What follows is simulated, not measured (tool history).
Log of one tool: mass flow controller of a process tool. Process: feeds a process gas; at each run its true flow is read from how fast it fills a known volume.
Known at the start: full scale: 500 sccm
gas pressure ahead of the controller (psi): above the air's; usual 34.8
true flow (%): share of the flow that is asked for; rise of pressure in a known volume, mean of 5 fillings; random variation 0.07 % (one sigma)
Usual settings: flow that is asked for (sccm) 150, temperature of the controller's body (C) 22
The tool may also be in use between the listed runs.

run    hour  flow that is asked for (sccm)  gas pressure ahead of the controller (psi)  temperature of the controller's body (C)  true flow (%)
  1     0.0                            150                                        34.8                                        22          97.62
  2   121.3                            150                                        34.8                                        22          97.63
  3   376.3                            150                                        34.8                                        22          97.53
  4   661.1                            428                                        34.8                                        22         100.30
  5   876.0                            428                                        34.8                                        22         100.26
  6  1015.0                            247                                        34.8                                        22          98.83
  7  1175.0                            247                                        34.8                                        22          98.83
  8  1359.8                            150                                        26.7                                        22          96.97
  9  1522.6                            207                                        26.7                                        22          97.94
 10  1659.4                            207                                        26.7                                        22          98.03
 11  1942.3                            207                                        26.7                                        22          97.94
 12  2240.0                             77                                        34.8                                        22          94.11
 13  2511.9                             77                                        34.8                                        32          94.77
 14  2809.9                             77                                        34.8                                        32          94.64
 15  3077.1                             77                                        34.8                                        32          94.48
 16  3201.5                             77                                        34.8                                        32          94.46
 17  3450.9                            219                                        22.5                                        40          99.31
 18  3635.8                            219                                        22.5                                        40          99.26
 19  3886.2                            219                                        22.5                                        40          99.23
 20  4049.9                            202                                        22.5                                        40          98.92
 21  4188.9                            202                                        22.5                                        40          98.91
 22  4413.1                            129                                        29.4                                        22          95.93
 23  4641.3                            200                                        34.8                                        36          99.08
 24  4837.1                            150                                        21.2                                        32          96.91
 25  5096.9                            244                                        22.3                                        32          98.85
 26  5254.6                            244                                        22.3                                        32          98.79
 27  5530.5                            254                                        34.8                                        22          98.71
 28  5811.0                            254                                        34.8                                        22          98.69
 29  5938.9                            254                                        34.8                                        22          98.60

Some steps in true flow (%) between neighbouring runs. How much of each would the tool show without its hidden state too (settings, what came in, random variation), and how much is left for the hidden state, with any gauge scatter that isn't in both results?
The hidden state here: flow at rest that the sensor doesn't see, % of full scale; true flow over the shown one, %; drift of the gauge itself on true_pct, %.
Run 11 -> 12: flow that is asked for (sccm) 207 -> 77, gas pressure ahead of the controller (psi) 26.7 -> 34.8. true flow (%) -3.83: hidden state -3.72, all else -0.11.
Run 16 -> 17: flow that is asked for (sccm) 77 -> 219, gas pressure ahead of the controller (psi) 34.8 -> 22.5, temperature of the controller's body (C) 32 -> 40. true flow (%) +4.85: hidden state +4.21, all else +0.64.

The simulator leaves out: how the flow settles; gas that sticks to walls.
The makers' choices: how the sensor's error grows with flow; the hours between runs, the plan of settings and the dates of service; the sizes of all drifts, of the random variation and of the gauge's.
